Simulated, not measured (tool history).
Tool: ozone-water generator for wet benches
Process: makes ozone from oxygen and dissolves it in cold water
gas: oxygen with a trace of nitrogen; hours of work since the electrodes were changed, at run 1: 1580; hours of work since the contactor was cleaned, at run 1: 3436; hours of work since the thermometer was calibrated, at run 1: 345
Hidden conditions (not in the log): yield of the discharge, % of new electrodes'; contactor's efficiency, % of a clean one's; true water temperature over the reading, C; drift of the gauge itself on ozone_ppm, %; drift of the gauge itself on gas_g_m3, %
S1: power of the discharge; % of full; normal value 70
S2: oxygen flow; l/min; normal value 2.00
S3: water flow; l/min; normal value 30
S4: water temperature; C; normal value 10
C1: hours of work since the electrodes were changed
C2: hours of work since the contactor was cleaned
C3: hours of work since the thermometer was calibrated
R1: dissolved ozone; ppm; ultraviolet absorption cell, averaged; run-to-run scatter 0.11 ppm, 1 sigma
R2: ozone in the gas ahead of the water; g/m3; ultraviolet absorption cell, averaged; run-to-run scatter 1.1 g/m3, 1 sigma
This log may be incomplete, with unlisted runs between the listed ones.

run 1 hour=0.0 | S1=70 S2=2.00 S3=30 S4=10 | C1=1580 C2=3436 C3=345 | R1=8.8 R2=200.7
run 2 hour=25.2 | S1=100 S2=2.00 S3=30 S4=10 | C1=1600 C2=3456 C3=365 | R1=10.8 R2=247.9
run 3 hour=63.6 | S1=70 S2=1.57 S3=30 S4=10 | C1=1631 C2=3487 C3=396 | R1=7.8 R2=219.5
run 4 hour=86.4 | S1=70 S2=1.57 S3=30 S4=10 | C1=1649 C2=3505 C3=414 | R1=7.7 R2=218.6
run 5 hour=127.7 | S1=70 S2=1.57 S3=30 S4=10 | C1=1683 C2=3538 C3=447 | R1=8.0 R2=220.1
run 6 hour=171.7 | S1=70 S2=1.57 S3=30 S4=10 | C1=1718 C2=3574 C3=483 | R1=7.8 R2=220.8
run 7 hour=221.0 | S1=70 S2=1.57 S3=30 S4=10 | C1=1758 C2=3613 C3=522 | R1=7.9 R2=222.7
run 8 hour=254.8 | S1=70 S2=2.00 S3=30 S4=10 | C1=1785 C2=3641 C3=550 | R1=8.8 R2=203.5
run 9 hour=307.3 | S1=70 S2=2.00 S3=28 S4=10 | C1=1827 C2=3683 C3=592 | R1=9.4 R2=201.5
run 10 hour=337.1 | S1=70 S2=2.00 S3=30 S4=10 | C1=1851 C2=3707 C3=616 | R1=8.8 R2=200.9
run 11 hour=373.9 | S1=70 S2=2.00 S3=30 S4=10 | C1=1881 C2=3737 C3=646 | R1=9.0 R2=200.2
run 12 hour=412.4 | S1=70 S2=2.00 S3=30 S4=10 | C1=1912 C2=3768 C3=677 | R1=8.9 R2=200.5
run 13 hour=442.3 | S1=70 S2=2.00 S3=30 S4=6 | C1=1936 C2=3792 C3=701 | R1=9.0 R2=200.7
run 14 hour=477.7 | S1=70 S2=2.89 S3=30 S4=10 | C1=1964 C2=3820 C3=729 | R1=10.3 R2=172.6
run 15 hour=522.8 | S1=70 S2=2.00 S3=30 S4=10 | C1=2001 C2=3856 C3=765 | R1=8.9 R2=201.7
run 16 hour=575.2 | S1=70 S2=2.00 S3=30 S4=10 | C1=2043 C2=3899 C3=808 | R1=9.0 R2=201.2
run 17 hour=617.6 | S1=78 S2=3.32 S3=30 S4=12 | C1=2077 C2=3933 C3=842 | R1=11.7 R2=174.5
run 18 hour=653.9 | S1=85 S2=1.41 S3=30 S4=17 | C1=2106 C2=3962 C3=871 | R1=8.2 R2=260.5
run 19 hour=680.7 | S1=86 S2=3.32 S3=33 S4=6 | C1=2128 C2=3984 C3=893 | R1=11.4 R2=184.6
run 20 hour=705.9 | S1=86 S2=3.32 S3=33 S4=6 | C1=2148 C2=4004 C3=913 | R1=11.5 R2=183.4
run 21 hour=756.5 | S1=43 S2=2.00 S3=30 S4=10 | C1=2189 C2=4045 C3=954 | R1=6.5 R2=147.8
run 22 hour=804.2 | S1=43 S2=2.00 S3=30 S4=10 | C1=2227 C2=4083 C3=992 | R1=6.5 R2=148.9
run 23 hour=840.6 | S1=54 S2=2.00 S3=42 S4=10 | C1=2257 C2=4112 C3=1021 | R1=5.2 R2=171.9

Forecast run 24:
run 24 hour=863.2 | S1=70 S2=1.06 S3=24 S4=10 | C1=2275 C2=4130 C3=1040 | R1=? R2=?

R1: 8.3 ppm
R2: 257.7 g/m3
Were there no unlogged condition in the tool, this run, its random variation unchanged, would have produced R1 8.3 ppm, R2 257.8 g/m3.
